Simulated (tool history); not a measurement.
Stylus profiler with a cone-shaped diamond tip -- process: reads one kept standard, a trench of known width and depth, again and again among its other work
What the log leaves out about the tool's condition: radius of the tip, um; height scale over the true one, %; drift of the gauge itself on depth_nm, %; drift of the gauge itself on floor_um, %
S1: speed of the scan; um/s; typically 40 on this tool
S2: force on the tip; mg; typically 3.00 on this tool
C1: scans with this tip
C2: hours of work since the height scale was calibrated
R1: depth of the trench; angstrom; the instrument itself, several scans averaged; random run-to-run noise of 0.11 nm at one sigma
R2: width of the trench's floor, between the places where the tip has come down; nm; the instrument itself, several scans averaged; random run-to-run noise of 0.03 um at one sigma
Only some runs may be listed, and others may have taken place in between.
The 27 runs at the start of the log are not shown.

run	hour	S1	S2	C1	C2	R1	R2
28	321.6	30	2.52	2764	350	2036.1	27820
29	333.0	30	2.52	2834	359	2035.1	27760
30	350.3	138	3.00	2941	372	2040.7	27560
31	361.4	32	5.95	3009	381	2062.3	27780
32	373.2	13	1.86	3082	390	2027.4	27800
33	389.9	33	3.00	3185	403	2039.4	27740
34	400.5	107	1.47	3250	411	2027.5	27530
35	416.8	24	3.67	3351	424	2045.1	27820
36	430.9	24	3.67	3437	435	2046.2	27790
37	443.7	22	5.23	3516	445	2055.7	27780
38	452.5	21	3.99	3570	452	2046.4	27820
39	467.2	21	3.99	3661	463	2047.4	27820
40	483.7	13	6.72	3763	476	2065.5	27880
41	497.9	27	1.93	3850	487	2029.6	27720
42	507.4	13	2.79	3909	495	2038.0	27730
43	521.1	14	8.02	3993	505	2075.5	27810
44	538.6	33	8.45	4101	519	2076.0	27750
45	550.7	24	1.31	4175	528	2025.3	27710
46	564.9	24	1.31	4262	540	2024.7	27650
47	572.7	24	1.17	4310	546	2023.6	27730

Predict each of these 4 candidate next runs independently; none follows another, all start after run 47:
A	583.2	14	1.17	4375	554	?	?
B	583.2	24	8.30	4375	554	?	?
C	583.2	63	3.00	4375	554	?	?
D	583.2	39	3.00	4375	554	?	?

run	R1	R2
A	2022.0	27770
B	2076.5	27780
C	2039.6	27680
D	2039.7	27720
Without the tool's hidden state the same runs would have given:
run	R1	R2
A	2018.6	28020
B	2073.0	28030
C	2036.1	27930
D	2036.2	27970
